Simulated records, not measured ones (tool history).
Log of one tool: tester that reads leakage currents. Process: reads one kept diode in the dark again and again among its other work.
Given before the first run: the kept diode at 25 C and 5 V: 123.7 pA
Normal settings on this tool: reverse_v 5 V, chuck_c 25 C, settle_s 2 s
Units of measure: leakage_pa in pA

run 1 hour=0 | reverse_v=5 chuck_c=25 settle_s=2 | leakage_pa=133.96
run 2 hour=130.5 | reverse_v=5 chuck_c=25 settle_s=2 | leakage_pa=133.42
run 3 hour=224.7 | reverse_v=5 chuck_c=25 settle_s=2 | leakage_pa=133.34
run 4 hour=360.9 | reverse_v=5 chuck_c=25 settle_s=2 | leakage_pa=132.98
run 5 hour=430.3 | reverse_v=5 chuck_c=25 settle_s=2 | leakage_pa=133.35
run 6 hour=523.3 | reverse_v=5 chuck_c=32 settle_s=2 | leakage_pa=224.46
-- hour=562.4 probe card cleaned and baked
run 7 hour=634.8 | reverse_v=5 chuck_c=32 settle_s=2 | leakage_pa=213.88
run 8 hour=758.7 | reverse_v=5 chuck_c=32 settle_s=2 | leakage_pa=211.79
run 9 hour=902.3 | reverse_v=5 chuck_c=25 settle_s=2 | leakage_pa=120.35
run 10 hour=1013.1 | reverse_v=5 chuck_c=25 settle_s=2 | leakage_pa=120.74
run 11 hour=1074.4 | reverse_v=5 chuck_c=25 settle_s=2 | leakage_pa=120.44
run 12 hour=1141.4 | reverse_v=5 chuck_c=25 settle_s=2 | leakage_pa=120.57
run 13 hour=1205.3 | reverse_v=5 chuck_c=25 settle_s=2 | leakage_pa=120.76
run 14 hour=1325.3 | reverse_v=5 chuck_c=25 settle_s=2 | leakage_pa=121.3
run 15 hour=1404.6 | reverse_v=5 chuck_c=25 settle_s=2 | leakage_pa=120.52
run 16 hour=1516.7 | reverse_v=5 chuck_c=29 settle_s=2 | leakage_pa=166.25
run 17 hour=1645.5 | reverse_v=5 chuck_c=25 settle_s=1.65 | leakage_pa=120.94
run 18 hour=1772.7 | reverse_v=5 chuck_c=25 settle_s=1.65 | leakage_pa=120.98
run 19 hour=1914.7 | reverse_v=5 chuck_c=25 settle_s=1.65 | leakage_pa=120.4
run 20 hour=2027.7 | reverse_v=5 chuck_c=25 settle_s=1.65 | leakage_pa=120.91
run 21 hour=2103.4 | reverse_v=13.86 chuck_c=51 settle_s=0.62 | leakage_pa=1395.55
run 22 hour=2235.3 | reverse_v=13.86 chuck_c=51 settle_s=0.62 | leakage_pa=1397.45
run 23 hour=2355.9 | reverse_v=1.98 chuck_c=31 settle_s=0.38 | leakage_pa=122.93
run 24 hour=2447 | reverse_v=1.98 chuck_c=31 settle_s=0.38 | leakage_pa=122.86
run 25 hour=2522.7 | reverse_v=4.77 chuck_c=35 settle_s=0.56 | leakage_pa=257.49
run 26 hour=2655.7 | reverse_v=8.19 chuck_c=39 settle_s=0.56 | leakage_pa=452.92
run 27 hour=2744.4 | reverse_v=15.45 chuck_c=25 settle_s=2.63 | leakage_pa=216.92
run 28 hour=2852.1 | reverse_v=15.45 chuck_c=24 settle_s=6.97 | leakage_pa=200.21
run 29 hour=2968.6 | reverse_v=10.53 chuck_c=29 settle_s=2 | leakage_pa=242.08
run 30 hour=3057.4 | reverse_v=9.65 chuck_c=29 settle_s=0.3 | leakage_pa=234.26
run 31 hour=3155.1 | reverse_v=9.65 chuck_c=29 settle_s=0.55 | leakage_pa=233.68
run 32 hour=3237.4 | reverse_v=5 chuck_c=56 settle_s=0.43 | leakage_pa=1179.95
-- hour=3341.5 chuck's temperature calibrated
run 33 hour=3382.9 | reverse_v=6.27 chuck_c=50 settle_s=4.4 | leakage_pa=948.41
run 34 hour=3474.5 | reverse_v=6.27 chuck_c=50 settle_s=4.4 | leakage_pa=944.23
run 35 hour=3574.9 | reverse_v=2.11 chuck_c=37 settle_s=2.65 | leakage_pa=215.22
run 36 hour=3643.3 | reverse_v=5 chuck_c=22 settle_s=2 | leakage_pa=104.83
run 37 hour=3706.9 | reverse_v=5 chuck_c=25 settle_s=3.35 | leakage_pa=132.72
run 38 hour=3815.8 | reverse_v=5 chuck_c=25 settle_s=3.35 | leakage_pa=132.64
run 39 hour=3942.4 | reverse_v=5 chuck_c=25 settle_s=3.35 | leakage_pa=133.07

Alternative continuations, all from the tool just after run 39; predict every row:
run A hour=4039.4 | reverse_v=3.64 chuck_c=30 settle_s=0.47 | leakage_pa=?
run B hour=4039.4 | reverse_v=4.11 chuck_c=22 settle_s=1.02 | leakage_pa=?
run C hour=4039.4 | reverse_v=5 chuck_c=20 settle_s=3.35 | leakage_pa=?

run=A leakage_pa=166.61
run=B leakage_pa=95.05
run=C leakage_pa=90.89
The same runs, with their run-to-run variation unchanged, on a tool lacking any hidden condition would have given:
run=A leakage_pa=160.57
run=B leakage_pa=88.08
run=C leakage_pa=82.27
